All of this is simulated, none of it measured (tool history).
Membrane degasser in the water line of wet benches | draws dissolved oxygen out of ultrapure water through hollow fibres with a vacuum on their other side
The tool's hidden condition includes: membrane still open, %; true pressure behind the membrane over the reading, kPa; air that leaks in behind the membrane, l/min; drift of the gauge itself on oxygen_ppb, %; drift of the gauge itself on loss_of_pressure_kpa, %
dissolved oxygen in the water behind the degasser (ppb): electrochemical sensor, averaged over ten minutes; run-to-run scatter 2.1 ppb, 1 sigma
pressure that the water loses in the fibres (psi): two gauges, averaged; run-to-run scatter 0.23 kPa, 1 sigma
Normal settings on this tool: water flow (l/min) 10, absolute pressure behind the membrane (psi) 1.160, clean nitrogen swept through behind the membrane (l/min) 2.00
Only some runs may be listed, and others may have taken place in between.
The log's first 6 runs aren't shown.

run	hour	water flow (l/min)	absolute pressure behind the membrane (psi)	clean nitrogen swept through behind the membrane (l/min)	hours since the membrane was changed	hours since the vacuum gauge was calibrated	hours since the vacuum lines were made tight	dissolved oxygen in the water behind the degasser (ppb)	pressure that the water loses in the fibres (psi)
7	750.3	9	1.160	2.00	3002	4826	1223	170.2	7.961
8	933.2	9	1.160	2.00	3185	5009	1406	170.3	8.010
9	1103.5	9	1.160	2.00	3356	5179	1576	172.0	8.089
10	1229.4	9	1.160	2.00	3481	5305	1702	171.5	8.034
11	1335.6	9	1.160	2.00	3588	5411	1808	171.3	7.952
12	1434.5	9	1.160	2.00	3687	5510	1907	175.8	8.048
13	1549.9	10	1.160	2.00	3802	5625	2022	229.3	8.907
14	1646.9	10	1.160	2.00	3899	5722	2119	229.8	8.914
15	1780.6	10	1.160	2.00	4033	5856	2253	228.7	8.914
16	1969.0	10	1.160	2.00	4221	6045	2442	229.9	8.917
17	2111.4	15	1.160	1.94	4363	6187	2584	600.9	13.481
# hour 2292.0: vacuum gauge calibrated
18	2313.4	10	0.732	1.04	4565	21	2785	215.2	8.910
19	2532.2	10	1.929	1.19	4784	240	3004	369.0	8.997
20	2754.8	10	1.929	1.19	5006	463	3227	364.7	8.962
21	2861.1	10	2.573	2.00	5113	569	3333	335.1	9.001
22	3040.9	16	1.160	2.00	5292	749	3513	697.7	14.333
23	3182.7	16	1.160	2.00	5434	891	3655	698.4	14.514
24	3320.5	7	0.979	2.06	5572	1029	3793	76.4	6.309
25	3491.7	7	0.979	2.06	5743	1200	3964	78.3	6.345
26	3586.7	14	0.844	2.00	5838	1295	4059	485.6	12.662
27	3758.2	14	0.844	2.00	6010	1466	4230	493.2	12.614
28	3879.1	14	0.844	2.00	6131	1587	4351	496.7	12.630
29	3972.4	14	0.844	2.00	6224	1680	4444	494.9	12.673
30	4117.3	6	2.081	1.78	6369	1825	4589	117.1	5.397
31	4263.6	8	1.004	2.00	6515	1972	4736	119.7	7.242

3 options for the next run, each taken on its own from the tool as it stands now. Forecast them:
A	4396.8	10	2.689	2.00	6648	2105	4869	?	?
B	4396.8	10	1.160	0.97	6648	2105	4869	?	?
C	4396.8	9	1.182	2.00	6648	2105	4869	?	?

run	dissolved oxygen in the water behind the degasser (ppb)	pressure that the water loses in the fibres (psi)
A	362.5	9.105
B	289.9	9.056
C	184.2	8.203
Take away the tool's hidden state, keep each run's random variation, and the runs would have read:
run	dissolved oxygen in the water behind the degasser (ppb)	pressure that the water loses in the fibres (psi)
A	334.1	8.773
B	262.4	8.725
C	163.2	7.903
